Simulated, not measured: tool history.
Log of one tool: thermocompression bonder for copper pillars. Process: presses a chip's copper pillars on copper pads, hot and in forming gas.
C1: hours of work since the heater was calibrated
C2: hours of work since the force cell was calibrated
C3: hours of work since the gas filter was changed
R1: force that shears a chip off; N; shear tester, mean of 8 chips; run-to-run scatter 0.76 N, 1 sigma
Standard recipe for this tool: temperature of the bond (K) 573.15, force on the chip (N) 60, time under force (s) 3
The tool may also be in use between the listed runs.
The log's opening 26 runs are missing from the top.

Run 27, hour 384.4: usual settings but temperature of the bond (K) 557.15, force on the chip (N) 45, time under force (s) 2; C1 390; C2 534; C3 53. Result: R1 29.2 N.
Run 28, hour 400.2: usual settings but temperature of the bond (K) 584.15, force on the chip (N) 73, time under force (s) 7; C1 397; C2 541; C3 60. Result: R1 92.6 N.
Run 29, hour 409.5: usual settings but temperature of the bond (K) 584.15, force on the chip (N) 73, time under force (s) 7; C1 401; C2 545; C3 64. Result: R1 94.1 N.
Run 30, hour 426.4: usual settings but temperature of the bond (K) 584.15, force on the chip (N) 73, time under force (s) 7; C1 409; C2 553; C3 72. Result: R1 93.1 N.
Run 31, hour 441.4: usual settings but temperature of the bond (K) 580.15, force on the chip (N) 39; C1 416; C2 560; C3 79. Result: R1 42.0 N.
Run 32, hour 450.4: usual settings but force on the chip (N) 69; C1 420; C2 564; C3 83. Result: R1 63.1 N.
Run 33, hour 459.2: usual settings but temperature of the bond (K) 596.15, force on the chip (N) 71; C1 424; C2 569; C3 87. Result: R1 82.1 N.
Run 34, hour 476.8: usual settings but temperature of the bond (K) 579.15, force on the chip (N) 71; C1 432; C2 577; C3 96. Result: R1 69.2 N.
Run 35, hour 491.7: usual settings but temperature of the bond (K) 579.15, force on the chip (N) 71; C1 439; C2 584; C3 102. Result: R1 68.4 N.
Run 36, hour 502.1: usual settings but temperature of the bond (K) 579.15, force on the chip (N) 71; C1 444; C2 588; C3 107. Result: R1 70.4 N.
Run 37, hour 517.1: usual settings but time under force (s) 5; C1 451; C2 595; C3 114. Result: R1 67.8 N.
Run 38, hour 532.4: usual settings but time under force (s) 5; C1 458; C2 602; C3 121. Result: R1 67.0 N.
Run 39, hour 545.3: usual settings but temperature of the bond (K) 598.15; C1 464; C2 608; C3 127. Result: R1 72.5 N.

Here are 3 independent what-if runs from the current tool condition. What would each one return?
Run A, hour 558.0: usual settings but temperature of the bond (K) 563.15; C1 470; C2 614; C3 133. Result: R1 ?.
Run B, hour 558.0: usual settings but temperature of the bond (K) 561.15, force on the chip (N) 42, time under force (s) 2; C1 470; C2 614; C3 133. Result: R1 ?.
Run C, hour 558.0: usual settings but temperature of the bond (K) 582.15, force on the chip (N) 80, time under force (s) 4; C1 470; C2 614; C3 133. Result: R1 ?.

run    R1
  A  50.8
  B  28.3
  C  84.5
Without the tool's unlogged condition, the same runs would have read:
run    R1
  A  52.3
  B  29.2
  C  86.6
